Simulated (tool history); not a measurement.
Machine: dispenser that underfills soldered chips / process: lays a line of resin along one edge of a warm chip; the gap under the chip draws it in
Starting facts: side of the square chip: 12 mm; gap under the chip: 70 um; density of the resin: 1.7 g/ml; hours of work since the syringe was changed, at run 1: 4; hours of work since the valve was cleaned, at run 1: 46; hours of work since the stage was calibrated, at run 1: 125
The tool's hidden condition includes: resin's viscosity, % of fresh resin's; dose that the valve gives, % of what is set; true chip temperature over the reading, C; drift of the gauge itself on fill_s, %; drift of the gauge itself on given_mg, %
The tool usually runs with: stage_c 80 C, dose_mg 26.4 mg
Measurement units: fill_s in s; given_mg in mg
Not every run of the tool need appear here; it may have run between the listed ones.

run	hour	stage_c	dose_mg	hours of work since the syringe was changed	hours of work since the valve was cleaned	hours of work since the stage was calibrated	fill_s	given_mg
1	0.0	80	26.4	4	46	125	79.6	25.68
2	5.3	80	26.4	8	49	128	107.8	25.76
# hour 6.5: new syringe of resin
3	12.5	80	26.4	4	55	134	82.3	25.84
# hour 19.0: new syringe of resin
4	19.0	80	26.4	0	59	138	59.4	25.69
5	23.6	80	26.4	3	63	142	78.3	25.59
6	27.1	80	28.6	6	65	144	91.2	27.69
# hour 31.2: new syringe of resin
7	33.7	80	27.5	2	70	149	67.4	26.31
8	39.7	69	26.4	6	74	153	138.5	25.60
# hour 43.7: new syringe of resin
9	47.2	85	23.2	3	80	159	63.8	22.45
10	53.1	66	23.2	7	84	163	174.5	22.36
# hour 56.0: new syringe of resin
11	57.0	66	23.2	1	87	166	112.7	21.98

Consider 4 possible next runs. They are alternatives, not a sequence: every one starts from the tool as it was left by run 11. What does each give?
A	62.3	70	28.5	5	91	170	?	?
B	62.3	70	33.7	5	91	170	?	?
C	62.3	67	28.6	5	91	170	?	?
D	62.3	66	25.5	5	91	170	?	?

run	fill_s	given_mg
A	122.2	26.98
B	120.0	32.19
C	137.0	27.30
D	145.6	24.42
Stripped of hidden state, with their random variation kept, the same runs would have yielded:
run	fill_s	given_mg
A	82.8	28.26
B	81.7	33.72
C	92.7	28.60
D	98.1	25.58
